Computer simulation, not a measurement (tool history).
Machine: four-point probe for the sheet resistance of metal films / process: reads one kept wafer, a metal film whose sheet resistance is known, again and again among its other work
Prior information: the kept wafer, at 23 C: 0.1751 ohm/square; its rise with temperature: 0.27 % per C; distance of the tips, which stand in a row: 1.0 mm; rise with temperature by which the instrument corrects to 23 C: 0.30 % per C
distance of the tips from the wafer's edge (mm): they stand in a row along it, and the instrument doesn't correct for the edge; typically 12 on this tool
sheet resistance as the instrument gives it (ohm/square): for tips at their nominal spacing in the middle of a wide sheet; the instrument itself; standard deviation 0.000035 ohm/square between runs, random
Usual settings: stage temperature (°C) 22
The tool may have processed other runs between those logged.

run,hour,stage temperature (°C),distance of the tips from the wafer's edge (mm),sheet resistance as the instrument gives it (ohm/square)
1,0,22,12,0.176208
2,39.4,22,12,0.176194
3,70.3,22,12,0.176143
4,112.6,22,12,0.176257
5,138.5,22,12,0.176231
6,162,22,12,0.176296
7,193.9,34,12,0.175689
8,235.4,34,12,0.175731
9,262.6,22,12,0.176225
10,300,22,12,0.176252
11,334.1,22,12,0.176284
12,375.5,22,12,0.176258
13,417.7,22,12,0.176285
14,449,19,12,0.176444
15,474.9,22,12,0.176273
16,506.9,22,12,0.176296
17,532.5,22,12,0.176318
18,557.4,22,12,0.176321
19,578.8,22,12,0.176246
20,616.4,22,12,0.176246
21,635.4,22,12,0.176323
22,653.2,22,12,0.176333
23,677.3,22,12,0.176381
24,718.8,29,29,0.175481
25,754,29,29,0.175463
26,777.7,34,5,0.178856
27,811.1,34,5,0.178875
28,843.7,26,5,0.179235
29,885.8,32,20,0.175462
30,903.7,21,8,0.177218
31,937.8,34,18,0.175532
32,978,32,58,0.175285
33,1020.6,18,32,0.17597
34,1045,22,52,0.175861
35,1082.3,22,52,0.175875
36,1121.4,22,52,0.175843
37,1142.6,24,52,0.175726
38,1182.2,24,52,0.175791
39,1222.1,28,9,0.176697
40,1249,22,11,0.176601
41,1269.5,31,69,0.175473
42,1298.5,24,38,0.175842
43,1341.7,24,38,0.17581
44,1368.3,23,6,0.178419
45,1386.8,23,6,0.17834
46,1420.6,19,61,0.176034

Not shown here: 2 entries made in the log between runs. Locate each between two listed runs and compare the hidden state at the listed run before it with the hidden state at the listed run after it:
Runs 28 to 29: stage's thermometer calibrated (hour 846.7)
  inner tips' distance over the nominal, %: 0.311 -> 0.316; tips' flats over new ones', %: 27 -> 28; wafer's true temperature over the reading, C: -0.05 -> -0.08
  what was measured, less what the result would be without the hidden state, sheet resistance as the instrument gives it (ohm/square): +0.000578 -> +0.000563
Runs 33 to 34: stage's thermometer calibrated, once more (hour 1038)
  inner tips' distance over the nominal, %: 0.332 -> 0.335; wafer's true temperature over the reading, C: -0.09 -> 0.02
  what was measured, less what the result would be without the hidden state, sheet resistance as the instrument gives it (ohm/square): +0.000589 -> +0.000644
